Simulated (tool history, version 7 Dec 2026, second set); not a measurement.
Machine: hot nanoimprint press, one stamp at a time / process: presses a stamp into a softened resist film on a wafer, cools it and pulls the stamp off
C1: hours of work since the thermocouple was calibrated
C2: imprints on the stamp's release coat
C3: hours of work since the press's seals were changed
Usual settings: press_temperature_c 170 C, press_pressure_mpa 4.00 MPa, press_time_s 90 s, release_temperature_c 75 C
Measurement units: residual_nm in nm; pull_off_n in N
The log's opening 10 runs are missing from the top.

run 11 hour=80.8 | press_temperature_c=170 press_pressure_mpa=4.00 press_time_s=90 release_temperature_c=75 | C1=341 C2=626 C3=123 | residual_nm=78.2 pull_off_n=218
run 12 hour=92.2 | press_temperature_c=170 press_pressure_mpa=4.00 press_time_s=90 release_temperature_c=75 | C1=350 C2=666 C3=131 | residual_nm=77.8 pull_off_n=221
run 13 hour=102.0 | press_temperature_c=170 press_pressure_mpa=4.00 press_time_s=90 release_temperature_c=75 | C1=357 C2=700 C3=139 | residual_nm=77.8 pull_off_n=220
-- hour=111.8 stamp cleaned and given a new release coat
-- hour=113.9 gauge calibrated
run 14 hour=115.4 | press_temperature_c=170 press_pressure_mpa=4.00 press_time_s=52 release_temperature_c=75 | C1=363 C2=13 C3=145 | residual_nm=97.5 pull_off_n=208
run 15 hour=126.8 | press_temperature_c=170 press_pressure_mpa=4.00 press_time_s=52 release_temperature_c=75 | C1=372 C2=52 C3=153 | residual_nm=97.3 pull_off_n=211
run 16 hour=134.3 | press_temperature_c=170 press_pressure_mpa=4.00 press_time_s=52 release_temperature_c=75 | C1=378 C2=78 C3=159 | residual_nm=97.2 pull_off_n=214
run 17 hour=139.6 | press_temperature_c=170 press_pressure_mpa=2.67 press_time_s=90 release_temperature_c=75 | C1=382 C2=97 C3=163 | residual_nm=95.3 pull_off_n=205
run 18 hour=149.2 | press_temperature_c=170 press_pressure_mpa=2.67 press_time_s=90 release_temperature_c=75 | C1=389 C2=130 C3=171 | residual_nm=95.5 pull_off_n=212
run 19 hour=154.1 | press_temperature_c=170 press_pressure_mpa=2.67 press_time_s=54 release_temperature_c=61 | C1=393 C2=147 C3=175 | residual_nm=113.7 pull_off_n=302
run 20 hour=165.0 | press_temperature_c=170 press_pressure_mpa=4.47 press_time_s=114 release_temperature_c=63 | C1=401 C2=185 C3=183 | residual_nm=67.5 pull_off_n=290
run 21 hour=170.1 | press_temperature_c=165 press_pressure_mpa=5.58 press_time_s=94 release_temperature_c=75 | C1=405 C2=203 C3=187 | residual_nm=82.1 pull_off_n=213
run 22 hour=181.0 | press_temperature_c=170 press_pressure_mpa=5.62 press_time_s=90 release_temperature_c=75 | C1=414 C2=241 C3=195 | residual_nm=66.1 pull_off_n=216
run 23 hour=191.3 | press_temperature_c=170 press_pressure_mpa=5.75 press_time_s=54 release_temperature_c=75 | C1=422 C2=276 C3=203 | residual_nm=80.0 pull_off_n=212
run 24 hour=202.8 | press_temperature_c=174 press_pressure_mpa=4.00 press_time_s=52 release_temperature_c=75 | C1=430 C2=316 C3=212 | residual_nm=81.6 pull_off_n=219
run 25 hour=207.6 | press_temperature_c=174 press_pressure_mpa=4.00 press_time_s=52 release_temperature_c=75 | C1=434 C2=333 C3=216 | residual_nm=81.6 pull_off_n=208
run 26 hour=216.5 | press_temperature_c=164 press_pressure_mpa=4.00 press_time_s=63 release_temperature_c=71 | C1=441 C2=364 C3=223 | residual_nm=112.7 pull_off_n=242
run 27 hour=223.4 | press_temperature_c=161 press_pressure_mpa=4.00 press_time_s=46 release_temperature_c=75 | C1=446 C2=388 C3=228 | residual_nm=136.8 pull_off_n=214
run 28 hour=230.4 | press_temperature_c=171 press_pressure_mpa=2.49 press_time_s=119 release_temperature_c=63 | C1=452 C2=412 C3=233 | residual_nm=84.0 pull_off_n=299
-- hour=236.5 plate thermocouple calibrated
run 29 hour=240.4 | press_temperature_c=171 press_pressure_mpa=2.49 press_time_s=70 release_temperature_c=79 | C1=3 C2=436 C3=239 | residual_nm=101.8 pull_off_n=198
run 30 hour=248.0 | press_temperature_c=170 press_pressure_mpa=3.75 press_time_s=51 release_temperature_c=69 | C1=9 C2=463 C3=245 | residual_nm=98.4 pull_off_n=250
-- hour=249.0 gauge calibrated
run 31 hour=258.0 | press_temperature_c=170 press_pressure_mpa=3.75 press_time_s=51 release_temperature_c=69 | C1=17 C2=498 C3=252 | residual_nm=101.0 pull_off_n=255

Alternative continuations, all from the tool just after run 31; predict every row:
run A hour=264.9 | press_temperature_c=170 press_pressure_mpa=4.32 press_time_s=51 release_temperature_c=69 | C1=22 C2=522 C3=258 | residual_nm=? pull_off_n=?
run B hour=264.9 | press_temperature_c=170 press_pressure_mpa=4.92 press_time_s=51 release_temperature_c=69 | C1=22 C2=522 C3=258 | residual_nm=? pull_off_n=?
run C hour=264.9 | press_temperature_c=162 press_pressure_mpa=3.56 press_time_s=51 release_temperature_c=69 | C1=22 C2=522 C3=258 | residual_nm=? pull_off_n=?

run=A residual_nm=94.8 pull_off_n=260
run=B residual_nm=89.3 pull_off_n=257
run=C residual_nm=137.1 pull_off_n=249
The same runs, with their run-to-run variation unchanged, on a tool lacking any hidden condition would have given:
run=A residual_nm=95.1 pull_off_n=258
run=B residual_nm=89.6 pull_off_n=254
run=C residual_nm=137.6 pull_off_n=247
